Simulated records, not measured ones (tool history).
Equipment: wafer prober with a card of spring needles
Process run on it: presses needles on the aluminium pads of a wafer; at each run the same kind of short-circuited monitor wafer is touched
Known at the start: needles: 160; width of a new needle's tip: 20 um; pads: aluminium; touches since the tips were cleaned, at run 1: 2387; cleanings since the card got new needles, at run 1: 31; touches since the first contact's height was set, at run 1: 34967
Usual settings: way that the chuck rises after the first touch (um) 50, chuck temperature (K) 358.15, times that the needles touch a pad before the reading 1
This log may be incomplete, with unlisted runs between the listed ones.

run,day,way that the chuck rises after the first touch (um),chuck temperature (K),times that the needles touch a pad before the reading,touches since the tips were cleaned,cleanings since the card got new needles,touches since the first contact's height was set,resistance of one needle with its contact and lead (mohm),way that a needle slides on the pad (um)
1,0.000,50,358.15,1,2387,31,34967,414,10.54
# day 0.162: tips cleaned on abrasive film
# day 0.546: tips cleaned on abrasive film
# day 0.862: tips cleaned on abrasive film
# day 1.250: tips cleaned on abrasive film
2,1.371,50,342.15,1,1586,35,53153,374,10.45
# day 1.608: tips cleaned on abrasive film
# day 1.996: tips cleaned on abrasive film
# day 2.383: tips cleaned on abrasive film
# day 2.767: tips cleaned on abrasive film
3,2.846,50,342.15,1,1069,39,72778,332,10.50
# day 3.146: tips cleaned on abrasive film
# day 3.529: tips cleaned on abrasive film
# day 3.925: tips cleaned on abrasive film
4,4.225,50,358.15,1,4026,42,91131,469,10.38
# day 4.308: tips cleaned on abrasive film
# day 4.625: tips cleaned on abrasive film
# day 4.942: tips cleaned on abrasive film
# day 5.333: tips cleaned on abrasive film
# day 5.583: height of the first contact set anew
# day 5.662: tips cleaned on abrasive film
5,5.721,50,358.15,1,776,47,1827,333,10.77
# day 6.038: tips cleaned on abrasive film
# day 6.421: tips cleaned on abrasive film
# day 6.738: tips cleaned on abrasive film
6,6.958,50,358.15,1,2914,50,18245,436,10.70
# day 7.117: tips cleaned on abrasive film
# day 7.512: tips cleaned on abrasive film
# day 7.829: tips cleaned on abrasive film
7,8.129,50,349.15,1,4005,53,33811,470,10.64
# day 8.208: tips cleaned on abrasive film
# day 8.588: tips cleaned on abrasive film
# day 8.971: tips cleaned on abrasive film
# day 9.362: tips cleaned on abrasive film
8,9.600,50,349.15,1,3222,57,53376,451,10.50
# day 9.683: tips cleaned on abrasive film
# day 10.000: tips cleaned on abrasive film
# day 10.317: tips cleaned on abrasive film
9,10.371,50,349.15,1,701,60,63537,328,10.34
# day 10.688: tips cleaned on abrasive film
# day 11.083: tips cleaned on abrasive film
10,11.304,50,333.15,1,3006,62,76002,447,10.38
# day 11.467: tips cleaned on abrasive film
# day 11.783: tips cleaned on abrasive film
# day 12.171: tips cleaned on abrasive film
# day 12.488: tips cleaned on abrasive film
# day 12.804: tips cleaned on abrasive film
11,12.971,50,333.15,1,2265,67,98130,413,10.28
# day 13.121: tips cleaned on abrasive film
# day 13.438: tips cleaned on abrasive film
# day 13.750: height of the first contact set anew
# day 13.833: tips cleaned on abrasive film
# day 14.217: tips cleaned on abrasive film
12,14.412,50,333.15,1,2657,71,8808,419,10.79
# day 14.575: tips cleaned on abrasive film
# day 14.962: tips cleaned on abrasive film
# day 15.279: tips cleaned on abrasive film
# day 15.596: tips cleaned on abrasive film
13,15.733,50,358.15,1,1812,75,26288,393,10.69
# day 15.971: tips cleaned on abrasive film
# day 16.367: tips cleaned on abrasive film
# day 16.683: tips cleaned on abrasive film
14,16.700,50,382.15,1,218,78,39118,314,10.58
# day 17.017: tips cleaned on abrasive film
# day 17.404: tips cleaned on abrasive film
# day 17.721: tips cleaned on abrasive film
15,17.929,50,382.15,1,2793,81,55466,457,10.55
# day 18.088: tips cleaned on abrasive film
# day 18.404: tips cleaned on abrasive film
# day 18.800: tips cleaned on abrasive film
16,19.058,53,358.15,2,3477,84,70465,386,11.13
# day 19.142: tips cleaned on abrasive film
# day 19.525: tips cleaned on abrasive film
# day 19.842: tips cleaned on abrasive film
# day 20.233: tips cleaned on abrasive film
# day 20.621: tips cleaned on abrasive film
17,20.733,50,350.15,1,1484,89,92685,385,10.31
# day 20.962: tips cleaned on abrasive film
# day 21.279: tips cleaned on abrasive film
# day 21.675: tips cleaned on abrasive film
# day 21.917: height of the first contact set anew
18,21.917,50,358.15,1,3101,92,0,459,10.77
# day 22.079: tips cleaned on abrasive film
# day 22.454: tips cleaned on abrasive film
# day 22.846: tips cleaned on abrasive film
19,22.846,50,304.15,2,0,95,12307,260,10.78
# day 23.242: tips cleaned on abrasive film
20,23.517,52,304.15,2,3728,96,21289,382,11.15
# day 23.600: tips cleaned on abrasive film
# day 23.917: tips cleaned on abrasive film
# day 24.233: tips cleaned on abrasive film
# day 24.608: tips cleaned on abrasive film
# day 24.925: tips cleaned on abrasive film
21,25.167,52,304.15,2,3255,101,43162,385,10.95
# day 25.250: tips cleaned on abrasive film
# day 25.567: tips cleaned on abrasive film
# day 25.883: tips cleaned on abrasive film
# day 26.200: tips cleaned on abrasive film
# day 26.575: tips cleaned on abrasive film
22,26.838,50,350.15,2,3508,106,65327,421,10.43
# day 26.921: tips cleaned on abrasive film
# day 27.304: tips cleaned on abrasive film
# day 27.692: tips cleaned on abrasive film
# day 28.075: tips cleaned on abrasive film
23,28.100,50,350.15,2,333,110,82092,304,10.31
# day 28.417: tips cleaned on abrasive film
# day 28.812: tips cleaned on abrasive film
# day 29.142: tips cleaned on abrasive film
24,29.142,50,350.15,3,0,113,95897,284,10.19
# day 29.538: tips cleaned on abrasive film
# day 29.925: tips cleaned on abrasive film
# day 30.092: height of the first contact set anew
# day 30.254: tips cleaned on abrasive film
# day 30.650: tips cleaned on abrasive film
25,30.792,51,358.15,2,1922,117,9279,363,10.97
# day 31.029: tips cleaned on abrasive film
# day 31.412: tips cleaned on abrasive film
# day 31.808: tips cleaned on abrasive film
# day 32.125: tips cleaned on abrasive film
26,32.346,51,301.15,2,2949,121,29939,370,10.88
# day 32.508: tips cleaned on abrasive film
# day 32.825: tips cleaned on abrasive film
# day 33.142: tips cleaned on abrasive film
# day 33.533: tips cleaned on abrasive film
27,33.558,51,301.15,2,342,125,46005,283,10.82

Predict each of these 3 candidate next runs independently; none follows another, all start after run 27:
# day 33.867: tips cleaned on abrasive film
# day 34.250: tips cleaned on abrasive film
# day 34.646: tips cleaned on abrasive film
A,34.688,50,311.15,3,593,128,61028,?,?
# day 33.867: tips cleaned on abrasive film
# day 34.250: tips cleaned on abrasive film
# day 34.646: tips cleaned on abrasive film
B,34.688,50,358.15,2,593,128,61028,?,?
# day 33.867: tips cleaned on abrasive film
# day 34.250: tips cleaned on abrasive film
# day 34.646: tips cleaned on abrasive film
C,34.688,51,327.15,2,593,128,61028,?,?

run,resistance of one needle with its contact and lead (mohm),way that a needle slides on the pad (um)
A,282,10.41
B,311,10.40
C,303,10.72
Without the tool's unlogged condition, the same runs would have read:
run,resistance of one needle with its contact and lead (mohm),way that a needle slides on the pad (um)
A,245,10.70
B,258,10.69
C,251,11.01
